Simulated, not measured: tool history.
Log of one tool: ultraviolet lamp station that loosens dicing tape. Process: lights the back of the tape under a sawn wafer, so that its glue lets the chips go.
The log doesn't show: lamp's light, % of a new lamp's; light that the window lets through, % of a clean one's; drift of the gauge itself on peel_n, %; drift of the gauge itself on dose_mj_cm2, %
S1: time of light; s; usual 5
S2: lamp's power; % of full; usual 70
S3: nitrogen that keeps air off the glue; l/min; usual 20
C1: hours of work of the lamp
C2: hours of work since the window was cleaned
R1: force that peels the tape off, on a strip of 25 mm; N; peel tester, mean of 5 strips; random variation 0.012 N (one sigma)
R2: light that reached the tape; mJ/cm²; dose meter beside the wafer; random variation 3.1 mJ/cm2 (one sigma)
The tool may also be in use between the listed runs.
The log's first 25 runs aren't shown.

run 26 day=17.433 | S1=7 S2=70 S3=20 | C1=555 C2=78 | R1=0.329 R2=644
run 27 day=18.279 | S1=7 S2=70 S3=20 | C1=565 C2=87 | R1=0.312 R2=649
run 28 day=18.717 | S1=8 S2=93 S3=9 | C1=569 C2=92 | R1=0.261 R2=977
run 29 day=19.479 | S1=4 S2=63 S3=28 | C1=578 C2=101 | R1=0.728 R2=332
run 30 day=19.938 | S1=4 S2=63 S3=28 | C1=583 C2=106 | R1=0.743 R2=333
run 31 day=20.638 | S1=4 S2=62 S3=9 | C1=590 C2=113 | R1=1.108 R2=325
run 32 day=21.558 | S1=5 S2=73 S3=20 | C1=601 C2=124 | R1=0.519 R2=483
run 33 day=22.175 | S1=8 S2=86 S3=20 | C1=607 C2=130 | R1=0.218 R2=903
run 34 day=22.704 | S1=8 S2=86 S3=20 | C1=613 C2=136 | R1=0.226 R2=907
run 35 day=23.688 | S1=5 S2=91 S3=20 | C1=624 C2=147 | R1=0.360 R2=592
run 36 day=24.233 | S1=4 S2=95 S3=20 | C1=630 C2=153 | R1=0.455 R2=503
run 37 day=25.092 | S1=9 S2=85 S3=30 | C1=639 C2=162 | R1=0.179 R2=1000
run 38 day=26.004 | S1=9 S2=85 S3=30 | C1=649 C2=172 | R1=0.196 R2=1010
run 39 day=26.612 | S1=3 S2=70 S3=14 | C1=656 C2=179 | R1=1.182 R2=278
run 40 day=27.358 | S1=3 S2=70 S3=14 | C1=664 C2=187 | R1=1.183 R2=277
run 41 day=27.829 | S1=5 S2=69 S3=27 | C1=669 C2=192 | R1=0.482 R2=451
run 42 day=28.358 | S1=3 S2=70 S3=27 | C1=675 C2=198 | R1=0.943 R2=273

Forecast each of these 5 alternatives for the next run:
run A day=28.975 | S1=5 S2=68 S3=24 | C1=682 C2=205 | R1=? R2=?
run B day=28.975 | S1=2 S2=85 S3=20 | C1=682 C2=205 | R1=? R2=?
run C day=28.975 | S1=5 S2=70 S3=19 | C1=682 C2=205 | R1=? R2=?
run D day=28.975 | S1=3 S2=73 S3=27 | C1=682 C2=205 | R1=? R2=?
run E day=28.975 | S1=3 S2=88 S3=27 | C1=682 C2=205 | R1=? R2=?

run=A R1=0.532 R2=451
run=B R1=1.304 R2=225
run=C R1=0.545 R2=457
run=D R1=0.891 R2=286
run=E R1=0.740 R2=346
Without the tool's hidden state the same runs would have given:
run=A R1=0.531 R2=452
run=B R1=1.302 R2=226
run=C R1=0.544 R2=457
run=D R1=0.889 R2=286
run=E R1=0.738 R2=347
